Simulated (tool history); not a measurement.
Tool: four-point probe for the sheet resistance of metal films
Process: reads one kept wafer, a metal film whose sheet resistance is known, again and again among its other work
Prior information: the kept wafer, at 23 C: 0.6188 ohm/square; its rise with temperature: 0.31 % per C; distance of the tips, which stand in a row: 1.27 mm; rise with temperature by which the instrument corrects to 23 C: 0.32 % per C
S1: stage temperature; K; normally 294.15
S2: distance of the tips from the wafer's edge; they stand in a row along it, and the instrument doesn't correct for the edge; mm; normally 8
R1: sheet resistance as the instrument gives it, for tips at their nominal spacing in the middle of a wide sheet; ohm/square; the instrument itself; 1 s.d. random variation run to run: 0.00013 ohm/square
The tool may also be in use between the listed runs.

Run 1, day 0: usual settings. Result: R1 0.625947 ohm/square.
Run 2, day 0.425: usual settings. Result: R1 0.625951 ohm/square.
Run 3, day 1.238: usual settings but S2 55 mm. Result: R1 0.6179 ohm/square.
Run 4, day 1.667: usual settings. Result: R1 0.62581 ohm/square.
Run 5, day 2.596: usual settings but S2 42 mm. Result: R1 0.61767 ohm/square.
Run 6, day 3.521: usual settings but S2 42 mm. Result: R1 0.618044 ohm/square.
Run 7, day 4.333: usual settings but S1 306.15 K. Result: R1 0.625753 ohm/square.
At day 4.4: stage's thermometer calibrated.
Run 8, day 4.929: usual settings but S1 306.15 K. Result: R1 0.62557 ohm/square.
Run 9, day 5.588: usual settings but S1 306.15 K, S2 15 mm. Result: R1 0.619556 ohm/square.

Forecast run 10:
Run 10, day 6.133: usual settings but S1 306.15 K, S2 15 mm. Result: R1 ?.

{"run 10": {"R1": 0.619726}}
With the hidden condition absent and the run-to-run variation left alone, this run would have shown R1 0.620867 ohm/square.
